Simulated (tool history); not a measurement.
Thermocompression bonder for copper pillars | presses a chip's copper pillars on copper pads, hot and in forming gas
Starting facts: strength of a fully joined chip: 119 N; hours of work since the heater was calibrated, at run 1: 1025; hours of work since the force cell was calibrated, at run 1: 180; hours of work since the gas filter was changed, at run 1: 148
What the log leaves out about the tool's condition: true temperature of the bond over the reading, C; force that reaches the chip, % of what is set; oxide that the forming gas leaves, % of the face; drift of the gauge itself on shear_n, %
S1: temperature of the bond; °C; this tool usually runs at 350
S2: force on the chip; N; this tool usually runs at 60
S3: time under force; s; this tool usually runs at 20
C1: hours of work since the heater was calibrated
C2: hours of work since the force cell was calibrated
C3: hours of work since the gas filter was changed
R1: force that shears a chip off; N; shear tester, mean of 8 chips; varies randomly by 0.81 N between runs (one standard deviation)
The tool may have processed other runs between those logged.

{"run": 1, "hour": 0.0, "S1": 350, "S2": 60, "S3": 20, "C1": 1025, "C2": 180, "C3": 148, "R1": 61.5}
{"run": 2, "hour": 23.5, "S1": 350, "S2": 60, "S3": 20, "C1": 1040, "C2": 196, "C3": 163, "R1": 60}
{"run": 3, "hour": 39.4, "S1": 335, "S2": 60, "S3": 20, "C1": 1050, "C2": 206, "C3": 173, "R1": 52}
{"run": 4, "hour": 59.9, "S1": 351, "S2": 60, "S3": 20, "C1": 1064, "C2": 219, "C3": 187, "R1": 59.3}
{"run": 5, "hour": 72.1, "S1": 351, "S2": 60, "S3": 20, "C1": 1072, "C2": 227, "C3": 195, "R1": 61.3}
{"run": 6, "hour": 96.2, "S1": 350, "S2": 60, "S3": 20, "C1": 1087, "C2": 243, "C3": 210, "R1": 60.2}
{"run": 7, "hour": 122.9, "S1": 350, "S2": 60, "S3": 20, "C1": 1105, "C2": 260, "C3": 228, "R1": 59.1}
{"run": 8, "hour": 146.3, "S1": 350, "S2": 60, "S3": 20, "C1": 1120, "C2": 276, "C3": 243, "R1": 58.5}
{"run": 9, "hour": 168.7, "S1": 350, "S2": 60, "S3": 20, "C1": 1135, "C2": 290, "C3": 258, "R1": 59}
{"run": 10, "hour": 183.3, "S1": 350, "S2": 60, "S3": 20, "C1": 1144, "C2": 300, "C3": 267, "R1": 58.2}
{"run": 11, "hour": 203.0, "S1": 350, "S2": 60, "S3": 20, "C1": 1157, "C2": 313, "C3": 280, "R1": 59.7}
{"hour": 228.6, "done": "forming gas filter changed"}
{"run": 12, "hour": 229.2, "S1": 350, "S2": 60, "S3": 20, "C1": 1174, "C2": 329, "C3": 0, "R1": 61.8}
{"run": 13, "hour": 246.8, "S1": 350, "S2": 60, "S3": 20, "C1": 1185, "C2": 341, "C3": 12, "R1": 61.4}
{"run": 14, "hour": 272.7, "S1": 350, "S2": 60, "S3": 20, "C1": 1202, "C2": 358, "C3": 29, "R1": 60.7}
{"run": 15, "hour": 286.3, "S1": 350, "S2": 60, "S3": 20, "C1": 1211, "C2": 367, "C3": 38, "R1": 61.1}
{"run": 16, "hour": 298.3, "S1": 350, "S2": 60, "S3": 18, "C1": 1219, "C2": 374, "C3": 45, "R1": 58.3}
{"run": 17, "hour": 311.6, "S1": 328, "S2": 60, "S3": 20, "C1": 1227, "C2": 383, "C3": 54, "R1": 46.6}
{"run": 18, "hour": 327.4, "S1": 328, "S2": 60, "S3": 20, "C1": 1238, "C2": 393, "C3": 64, "R1": 46.2}
{"hour": 350.1, "done": "heater calibrated with a thermocouple chip"}
{"run": 19, "hour": 350.8, "S1": 328, "S2": 60, "S3": 20, "C1": 0, "C2": 407, "C3": 78, "R1": 44.5}
{"run": 20, "hour": 375.6, "S1": 350, "S2": 60, "S3": 20, "C1": 17, "C2": 423, "C3": 94, "R1": 60.2}
{"run": 21, "hour": 389.5, "S1": 350, "S2": 60, "S3": 20, "C1": 26, "C2": 432, "C3": 103, "R1": 60.6}
{"run": 22, "hour": 412.5, "S1": 350, "S2": 60, "S3": 20, "C1": 41, "C2": 447, "C3": 118, "R1": 58.9}
{"run": 23, "hour": 428.7, "S1": 372, "S2": 87, "S3": 18, "C1": 51, "C2": 458, "C3": 129, "R1": 84.3}
{"run": 24, "hour": 446.7, "S1": 362, "S2": 56, "S3": 20, "C1": 63, "C2": 470, "C3": 141, "R1": 65.9}
{"hour": 463.3, "done": "heater calibrated with a thermocouple chip, once more"}
{"run": 25, "hour": 474.7, "S1": 362, "S2": 56, "S3": 20, "C1": 7, "C2": 487, "C3": 158, "R1": 69}
{"run": 26, "hour": 486.5, "S1": 362, "S2": 56, "S3": 20, "C1": 15, "C2": 494, "C3": 165, "R1": 67.9}
{"run": 27, "hour": 510.0, "S1": 362, "S2": 56, "S3": 20, "C1": 30, "C2": 510, "C3": 181, "R1": 68.4}
{"run": 28, "hour": 528.5, "S1": 324, "S2": 39, "S3": 36, "C1": 42, "C2": 522, "C3": 193, "R1": 44.1}
{"run": 29, "hour": 552.2, "S1": 328, "S2": 40, "S3": 26, "C1": 58, "C2": 537, "C3": 208, "R1": 41.6}
{"run": 30, "hour": 569.9, "S1": 325, "S2": 78, "S3": 21, "C1": 69, "C2": 549, "C3": 220, "R1": 54.4}
{"run": 31, "hour": 581.5, "S1": 325, "S2": 60, "S3": 21, "C1": 77, "C2": 556, "C3": 227, "R1": 46.6}
{"run": 32, "hour": 608.3, "S1": 355, "S2": 45, "S3": 22, "C1": 94, "C2": 573, "C3": 245, "R1": 58.9}
{"run": 33, "hour": 625.8, "S1": 350, "S2": 62, "S3": 31, "C1": 106, "C2": 585, "C3": 256, "R1": 71.9}
{"run": 34, "hour": 638.5, "S1": 350, "S2": 40, "S3": 36, "C1": 114, "C2": 593, "C3": 264, "R1": 59.7}
{"run": 35, "hour": 650.0, "S1": 350, "S2": 40, "S3": 36, "C1": 122, "C2": 601, "C3": 272, "R1": 62.3}
{"run": 36, "hour": 675.5, "S1": 350, "S2": 66, "S3": 36, "C1": 138, "C2": 617, "C3": 288, "R1": 75.5}
{"hour": 688.9, "done": "forming gas filter changed"}
{"run": 37, "hour": 691.1, "S1": 350, "S2": 64, "S3": 13, "C1": 148, "C2": 627, "C3": 1, "R1": 57.5}
{"run": 38, "hour": 711.5, "S1": 350, "S2": 64, "S3": 13, "C1": 161, "C2": 640, "C3": 15, "R1": 56.9}
{"run": 39, "hour": 734.8, "S1": 328, "S2": 86, "S3": 53, "C1": 176, "C2": 656, "C3": 30, "R1": 79.4}
{"run": 40, "hour": 748.7, "S1": 328, "S2": 86, "S3": 19, "C1": 185, "C2": 665, "C3": 39, "R1": 58.6}
{"run": 41, "hour": 774.4, "S1": 328, "S2": 86, "S3": 19, "C1": 202, "C2": 681, "C3": 56, "R1": 56.5}

3 options for the next run, each taken on its own from the tool as it stands now. Forecast them:
{"run": "A", "hour": 790.5, "S1": 338, "S2": 60, "S3": 20, "C1": 213, "C2": 692, "C3": 66, "R1": "?"}
{"run": "B", "hour": 790.5, "S1": 342, "S2": 86, "S3": 15, "C1": 213, "C2": 692, "C3": 66, "R1": "?"}
{"run": "C", "hour": 790.5, "S1": 360, "S2": 60, "S3": 20, "C1": 213, "C2": 692, "C3": 66, "R1": "?"}

run=A R1=54.6
run=B R1=62.6
run=C R1=70
Without the tool's unlogged condition, the same runs would have read:
run=A R1=55.8
run=B R1=63.9
run=C R1=71.4
